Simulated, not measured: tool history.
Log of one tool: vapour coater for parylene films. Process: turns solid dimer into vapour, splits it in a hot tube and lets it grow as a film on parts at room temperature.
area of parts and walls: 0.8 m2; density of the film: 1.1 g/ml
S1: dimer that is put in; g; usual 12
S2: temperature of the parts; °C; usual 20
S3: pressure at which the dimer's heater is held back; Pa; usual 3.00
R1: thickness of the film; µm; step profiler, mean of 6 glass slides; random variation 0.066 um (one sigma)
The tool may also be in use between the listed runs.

run,day,S1,S2,S3,R1
1,0.000,12,20,3.00,10.12
2,2.808,9,20,3.00,7.49
3,5.779,9,20,3.00,7.46
4,8.083,12,20,9.03,7.82
5,10.100,12,20,9.03,7.79
6,11.454,12,20,9.03,7.82
7,13.288,12,20,9.03,7.78
8,15.312,12,20,9.03,7.80
9,16.708,12,20,3.00,9.98
10,18.775,12,20,3.00,9.96
11,22.025,12,20,3.00,10.05
12,23.646,14,26,3.12,9.91
13,25.475,11,22,8.96,6.78
14,27.379,12,13,3.00,11.74
15,29.925,12,13,3.00,11.89
16,32.729,12,13,3.00,11.66
17,34.242,12,13,3.00,11.58
18,37.088,22,20,5.70,15.64
19,39.925,7,17,5.89,5.30

Not shown: 1 entry that the log had between the listed runs. Between which runs, and how does the tool's hidden state differ before and after?
Between runs 14 and 15: trap's valve overhauled (day 29.925)
  vapour lost through the trap's worn valve, %: 0.3 -> 0
